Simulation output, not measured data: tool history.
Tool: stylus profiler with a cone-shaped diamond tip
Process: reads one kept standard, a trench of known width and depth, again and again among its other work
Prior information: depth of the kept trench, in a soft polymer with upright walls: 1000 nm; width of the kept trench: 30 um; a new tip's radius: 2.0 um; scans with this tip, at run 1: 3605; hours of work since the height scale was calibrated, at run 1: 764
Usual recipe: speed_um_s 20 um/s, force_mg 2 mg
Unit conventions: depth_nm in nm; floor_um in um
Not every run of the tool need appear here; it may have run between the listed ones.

run	hour	speed_um_s	force_mg	scans with this tip	hours of work since the height scale was calibrated	depth_nm	floor_um
1	0	20	2	3605	764	1013.01	26.46
2	54.8	20	2	3765	798	1012.85	26.5
3	119.2	20	2	3954	838	1013.05	26.54
4	175.3	20	2	4118	873	1013.49	26.5
5	228.5	20	3.5	4274	906	1018.78	26.49
6	280.8	20	2	4427	939	1013.16	26.49
7	354.9	17	2	4644	985	1013.19	26.49
8	419.5	17	2	4834	1025	1012.92	26.52
9	474	17	2	4993	1059	1013.25	26.51
10	538.1	17	2	5181	1098	1013.12	26.45
11	569.9	17	2	5274	1118	1013.35	26.46
12	631.7	20	2	5455	1157	1012.99	26.5
13	694.1	20	2	5638	1195	1012.45	26.51
14	753.9	20	2	5813	1232	1013.05	26.52
15	806.7	20	2	5968	1265	1012.95	26.46
16	865.5	33	4.92	6140	1302	1023.89	26.47
17	925.8	13	0.77	6316	1339	1006.92	26.46
18	959.6	18	0.84	6415	1360	1007.13	26.44
19	1007.5	18	0.84	6556	1390	1007.55	26.45
20	1045.7	9	3.3	6668	1414	1018.46	26.49
21	1092.2	53	3.47	6804	1442	1018.55	26.46
22	1141.8	11	5.72	6949	1473	1026.06	26.48
23	1180.8	74	2.93	7063	1497	1017.16	26.39
24	1239.8	74	2.93	7236	1534	1016.86	26.43
25	1305.2	12	4.2	7428	1575	1021.45	26.53
26	1379.2	12	5.29	7645	1621	1024.79	26.46

What if the next run were any one of these 4? Each begins from the tool's condition after run 26:
A	1452.3	21	0.7	7859	1666	?	?
B	1452.3	15	2	7859	1666	?	?
C	1452.3	10	5.29	7859	1666	?	?
D	1452.3	10	4.53	7859	1666	?	?

run	depth_nm	floor_um
A	1006.2	26.45
B	1012.79	26.48
C	1024.42	26.5
D	1022.53	26.52
What these runs would have given with no unlogged condition in the tool:
run	depth_nm	floor_um
A	1006.27	26.46
B	1012.86	26.49
C	1024.5	26.5
D	1022.6	26.53

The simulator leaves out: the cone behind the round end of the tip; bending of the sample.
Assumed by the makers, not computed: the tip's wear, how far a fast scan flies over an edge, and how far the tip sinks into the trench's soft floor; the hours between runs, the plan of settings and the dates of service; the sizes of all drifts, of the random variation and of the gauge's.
